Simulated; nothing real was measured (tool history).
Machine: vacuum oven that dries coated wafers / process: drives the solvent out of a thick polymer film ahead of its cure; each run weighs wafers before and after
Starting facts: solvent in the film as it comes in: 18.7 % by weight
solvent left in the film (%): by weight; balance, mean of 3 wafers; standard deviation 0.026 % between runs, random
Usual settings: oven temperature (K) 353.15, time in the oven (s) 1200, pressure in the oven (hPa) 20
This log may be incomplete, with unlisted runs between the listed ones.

run,hour,oven temperature (K),time in the oven (s),pressure in the oven (hPa),solvent left in the film (%)
1,0,353.15,1200,20,1.62
# hour 19.6: oven's thermocouples calibrated
2,20.5,353.15,1200,20,1.57
3,36.6,353.15,1200,20,1.59
4,61.8,353.15,1200,20,1.61
5,92.5,353.15,1200,20,1.54
6,119.9,359.15,1200,20,0.95
7,144.4,359.15,1200,20,0.93

Run 8 comes next. What will it give?
8,160.1,342.15,1260,20.8,?

solvent left in the film (%): 4.59
The same run, on a tool lacking any hidden state, would have yielded solvent left in the film (%) 4.59.

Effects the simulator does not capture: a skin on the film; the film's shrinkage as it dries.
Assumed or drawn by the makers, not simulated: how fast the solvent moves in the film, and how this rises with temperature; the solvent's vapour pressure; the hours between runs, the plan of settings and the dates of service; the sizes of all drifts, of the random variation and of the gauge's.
